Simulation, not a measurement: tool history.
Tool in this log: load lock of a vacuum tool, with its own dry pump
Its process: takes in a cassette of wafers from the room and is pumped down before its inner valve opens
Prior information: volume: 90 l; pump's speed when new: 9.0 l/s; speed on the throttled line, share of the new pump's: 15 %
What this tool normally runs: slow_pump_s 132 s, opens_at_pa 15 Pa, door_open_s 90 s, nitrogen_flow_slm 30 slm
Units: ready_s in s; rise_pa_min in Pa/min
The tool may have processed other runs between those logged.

run    hour  slow_pump_s  opens_at_pa  door_open_s  nitrogen_flow_slm  incoming humidity of the room's air, %  ready_s  rise_pa_min
  1       0          132           15           90                 30                                    43.8    207.5        0.035
  2   116.3          123           15           90                 30                                    45.6    200.3        0.034
  3   233.8          123           15           90                 30                                    44.8    199.9        0.037
  4   363.2          123           15           90                 30                                    47.1    200.4        0.034
  5   514.2          132           22           90                 30                                    47.1    203.9        0.041
  6   674.3          140           15           90                 30                                    44.4    214.9        0.037
  7   814.9          227           15           90                 30                                    43.3    287.2        0.037
  8   962.2          227           15           90                 30                                      47    287.8        0.035
  9  1128.5          227           15           90                 30                                    44.3    288.7        0.044
 10  1205.5          227           15           90                 30                                    46.2    288.8        0.044
 11  1365.2          227           15           90                 30                                      46    287.3         0.04
 12  1457.3          227           15           90                 30                                    41.4      290        0.041
 13    1619          227           15           90                 30                                    46.5    288.2        0.045
 14  1724.5          227           15           90                 30                                    46.1    288.7        0.044
 15  1849.8          227           15          168                 30                                      46    288.1        0.047
 16  1986.2          227           15          168                 30                                    50.2      288        0.055
 17  2060.3          132           19           90                 30                                    47.4    207.1        0.048
 18  2163.3          132           19           90                 30                                    42.3    206.7        0.043
 19  2275.3          132           19           90                 30                                    44.2    206.4        0.047
 20  2390.4          132           19           90                  5                                    45.6    207.9         0.07
 21  2478.8          132           19           26                  5                                    45.9    207.2        0.055
 22  2598.9          245           22           26                  5                                    46.9      299        0.054
 23  2689.5          245           22           26                  5                                    43.8    300.2        0.054
 24  2844.3          132           15          114                  5                                    47.1    209.9        0.081
 25  3002.8          132           15          114                  5                                      46    210.3        0.081
 26    3176          132           15          114                  5                                      46      209        0.082
 27    3254          150           22          114                  5                                    45.2    221.2        0.081
 28  3426.4          231           11          114                  5                                    46.6    296.3        0.083
 29  3587.7          231           11          114                  5                                    44.4    296.2        0.078
 30  3667.1          231           11          114                  5                                    43.9    296.1        0.082
 31  3743.5          231           11          114                  5                                    44.7    297.2         0.08
 32  3900.5          231           11          114                  5                                    46.9    295.1        0.084
 33  4029.1          231           11          114                  5                                    47.4    296.3        0.088
 34    4155           97           11           36                 21                                    42.2    183.9        0.054
 35  4242.3          120           25          107                 29                                      47    194.7        0.058
 36  4392.4          102           28          139                 31                                    48.3    178.6        0.058
 37  4526.6          102           12          145                 31                                    48.9      189        0.065

4 ways to go on from here, each from the tool as it stands after run 37. What would each give?
  A  4694.3          132           15           90                 14                                      45        ?            ?
  B  4694.3          132           22           90                 40                                    40.8        ?            ?
  C  4694.3           88           13           90                  6                                    43.5        ?            ?
  D  4694.3          102           12           36                 31                                    43.4        ?            ?

run  ready_s  rise_pa_min
  A    211.1        0.071
  B    206.3        0.051
  C    176.2        0.077
  D    188.9        0.049
Had the tool no hidden state, the same runs would have come out as:
run  ready_s  rise_pa_min
  A    201.7        0.031
  B    197.5        0.009
  C    165.7        0.036
  D    178.6        0.008
